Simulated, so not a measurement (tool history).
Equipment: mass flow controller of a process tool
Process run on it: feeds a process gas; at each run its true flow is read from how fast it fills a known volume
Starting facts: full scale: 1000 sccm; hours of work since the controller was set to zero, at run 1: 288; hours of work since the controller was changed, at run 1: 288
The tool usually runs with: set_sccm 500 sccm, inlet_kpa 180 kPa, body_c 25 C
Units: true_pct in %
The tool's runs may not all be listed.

| run | hour | set_sccm | inlet_kpa | body_c | hours of work since the controller was set to zero | hours of work since the controller was changed | true_pct |
|---|---|---|---|---|---|---|---|
| 1 | 0.0 | 500 | 180 | 25 | 288 | 288 | 99.63 |
| 2 | 92.0 | 500 | 180 | 25 | 345 | 345 | 99.68 |
| 3 | 191.1 | 500 | 180 | 25 | 405 | 405 | 99.60 |
| 4 | 278.0 | 500 | 180 | 25 | 458 | 458 | 99.82 |
| 5 | 364.6 | 500 | 180 | 25 | 511 | 511 | 99.62 |
| 6 | 447.2 | 500 | 180 | 39 | 562 | 562 | 101.16 |
| 7 | 535.7 | 500 | 180 | 39 | 616 | 616 | 101.11 |
| 8 | 601.4 | 500 | 180 | 25 | 656 | 656 | 99.66 |
| 9 | 684.2 | 500 | 180 | 25 | 706 | 706 | 99.74 |
| 10 | 748.1 | 500 | 180 | 25 | 745 | 745 | 99.76 |
| 11 | 800.3 | 500 | 279 | 25 | 777 | 777 | 99.47 |
| 12 | 859.4 | 500 | 181 | 25 | 813 | 813 | 99.88 |
| 13 | 927.6 | 500 | 181 | 25 | 855 | 855 | 99.71 |
| 14 | 1008.0 | 500 | 210 | 25 | 904 | 904 | 99.71 |
| 15 | 1093.9 | 500 | 210 | 25 | 957 | 957 | 99.69 |
| 16 | 1162.1 | 549 | 180 | 25 | 998 | 998 | 99.76 |
| 17 | 1244.2 | 549 | 251 | 25 | 1049 | 1049 | 99.62 |
| 18 | 1346.4 | 549 | 251 | 25 | 1111 | 1111 | 99.65 |
| 19 | 1400.5 | 500 | 180 | 25 | 1144 | 1144 | 99.82 |
| 20 | 1443.1 | 138 | 180 | 25 | 1170 | 1170 | 100.13 |
| 21 | 1523.7 | 138 | 180 | 25 | 1219 | 1219 | 100.27 |
| 22 | 1581.0 | 500 | 180 | 25 | 1254 | 1254 | 99.86 |
| 23 | 1660.4 | 500 | 180 | 25 | 1303 | 1303 | 99.89 |
| 24 | 1751.2 | 500 | 180 | 25 | 1358 | 1358 | 99.93 |
| 25 | 1831.8 | 154 | 204 | 37 | 1408 | 1408 | 101.51 |
| 26 | 1905.4 | 154 | 199 | 37 | 1453 | 1453 | 101.55 |
| 27 | 1972.5 | 826 | 180 | 31 | 1494 | 1494 | 100.78 |
| 28 | 2041.3 | 905 | 180 | 25 | 1536 | 1536 | 100.28 |
| 29 | 2145.4 | 905 | 180 | 25 | 1599 | 1599 | 100.14 |
| 30 | 2191.4 | 405 | 236 | 39 | 1627 | 1627 | 101.29 |
| 31 | 2292.9 | 859 | 169 | 25 | 1689 | 1689 | 100.32 |
| 32 | 2347.3 | 859 | 169 | 25 | 1723 | 1723 | 100.30 |
| 33 | 2448.8 | 859 | 169 | 29 | 1785 | 1785 | 100.73 |
| 34 | 2538.7 | 180 | 179 | 29 | 1840 | 1840 | 100.66 |
| 35 | 2599.7 | 180 | 179 | 29 | 1877 | 1877 | 100.89 |
| 36 | 2642.6 | 107 | 222 | 29 | 1903 | 1903 | 101.42 |
| 37 | 2702.2 | 102 | 222 | 29 | 1940 | 1940 | 101.47 |
| 38 | 2793.4 | 127 | 265 | 35 | 1995 | 1995 | 101.72 |
| 39 | 2850.6 | 232 | 214 | 35 | 2030 | 2030 | 101.30 |
| 40 | 2942.7 | 232 | 214 | 35 | 2087 | 2087 | 101.19 |
| 41 | 3027.3 | 232 | 214 | 35 | 2138 | 2138 | 101.17 |
| 42 | 3114.5 | 186 | 221 | 36 | 2191 | 2191 | 101.51 |
| 43 | 3165.2 | 186 | 221 | 36 | 2222 | 2222 | 101.56 |
| 44 | 3232.8 | 228 | 180 | 39 | 2264 | 2264 | 101.89 |
| 45 | 3309.0 | 259 | 235 | 40 | 2310 | 2310 | 101.88 |
| 46 | 3387.2 | 120 | 260 | 24 | 2358 | 2358 | 100.87 |
| 47 | 3459.1 | 731 | 158 | 26 | 2402 | 2402 | 100.45 |

Predict each of these 5 candidate next runs independently; none follows another, all start after run 47:
| A | 3523.8 | 212 | 156 | 23 | 2442 | 2442 | ? |
| B | 3523.8 | 591 | 279 | 24 | 2442 | 2442 | ? |
| C | 3523.8 | 140 | 206 | 26 | 2442 | 2442 | ? |
| D | 3523.8 | 731 | 146 | 26 | 2442 | 2442 | ? |
| E | 3523.8 | 500 | 190 | 20 | 2442 | 2442 | ? |

| run | true_pct |
|---|---|
| A | 100.49 |
| B | 99.89 |
| C | 101.05 |
| D | 100.55 |
| E | 99.66 |
What these runs would have given with no unlogged condition in the tool:
| run | true_pct |
|---|---|
| A | 99.14 |
| B | 99.24 |
| C | 99.13 |
| D | 99.98 |
| E | 98.94 |
